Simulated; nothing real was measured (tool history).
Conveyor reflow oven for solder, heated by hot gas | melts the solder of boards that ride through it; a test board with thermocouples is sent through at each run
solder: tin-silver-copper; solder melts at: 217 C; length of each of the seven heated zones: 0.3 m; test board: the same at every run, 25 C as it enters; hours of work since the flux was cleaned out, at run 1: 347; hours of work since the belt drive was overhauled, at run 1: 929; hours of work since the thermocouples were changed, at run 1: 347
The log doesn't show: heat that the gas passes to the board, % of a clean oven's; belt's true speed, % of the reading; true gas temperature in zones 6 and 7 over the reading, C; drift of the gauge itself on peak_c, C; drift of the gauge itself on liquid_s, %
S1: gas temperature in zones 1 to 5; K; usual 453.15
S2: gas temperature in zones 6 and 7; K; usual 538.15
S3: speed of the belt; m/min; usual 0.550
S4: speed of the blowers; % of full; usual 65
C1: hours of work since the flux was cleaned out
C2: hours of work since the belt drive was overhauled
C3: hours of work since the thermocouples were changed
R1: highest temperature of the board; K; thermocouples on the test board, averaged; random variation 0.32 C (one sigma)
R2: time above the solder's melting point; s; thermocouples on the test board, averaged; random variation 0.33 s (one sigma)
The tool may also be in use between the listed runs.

run,day,S1,S2,S3,S4,C1,C2,C3,R1,R2
1,0.000,453.15,538.15,0.550,65,347,929,347,514.95,41.3
2,0.883,453.15,538.15,0.550,65,361,943,361,514.55,40.3
# day 1.588: flux residue cleaned out of gas plates and filters
3,2.362,453.15,538.15,0.550,65,12,964,382,517.35,44.6
4,3.771,448.15,538.15,0.550,65,35,987,405,516.35,41.6
5,4.371,458.15,538.15,0.550,65,45,996,414,517.75,46.5
6,5.100,453.15,538.15,0.550,65,57,1008,426,516.95,43.5
7,6.179,453.15,538.15,0.550,65,74,1025,443,516.85,43.9
8,6.817,453.15,538.15,0.550,65,84,1036,454,517.15,43.9
9,7.683,453.15,538.15,0.550,65,98,1050,468,516.65,43.4
10,8.746,453.15,538.15,0.588,65,115,1067,485,514.75,37.6
11,9.604,453.15,538.15,0.588,65,129,1081,499,513.85,37.6
12,10.675,453.15,538.15,0.588,65,146,1098,516,513.15,37.3
13,12.000,453.15,538.15,0.588,65,168,1119,537,513.45,37.6
14,13.229,453.15,546.15,0.588,59,188,1139,557,516.85,39.4
15,14.683,453.15,538.15,0.550,85,211,1162,580,520.25,47.6
16,15.696,453.15,542.15,0.596,79,227,1179,597,519.45,41.6
17,16.754,464.15,545.15,0.517,68,244,1196,614,526.35,58.6
18,17.892,464.15,545.15,0.517,72,263,1214,632,527.05,59.3
19,18.742,462.15,538.15,0.550,65,276,1228,646,516.75,46.6
20,19.750,462.15,541.15,0.550,64,293,1244,662,518.55,48.4
21,21.146,439.15,539.15,0.603,62,315,1266,684,506.25,24.1
22,21.925,439.15,539.15,0.603,62,328,1279,697,505.75,24.7
23,23.146,439.15,539.15,0.603,62,347,1299,717,506.65,24.0

Forecast each of these 5 alternatives for the next run:
A,24.371,453.15,539.15,0.625,80,367,1318,736,?,?
B,24.371,447.15,538.15,0.550,65,367,1318,736,?,?
C,24.371,439.15,539.15,0.545,72,367,1318,736,?,?
D,24.371,453.15,529.15,0.550,53,367,1318,736,?,?
E,24.371,457.15,538.15,0.550,61,367,1318,736,?,?

run,R1,R2
A,513.85,35.5
B,512.35,36.8
C,513.35,36.7
D,503.45,26.9
E,513.45,41.2
Without the tool's hidden state the same runs would have given:
run,R1,R2
A,518.85,39.8
B,516.75,41.2
C,518.15,41.2
D,507.25,32.4
E,517.55,45.1
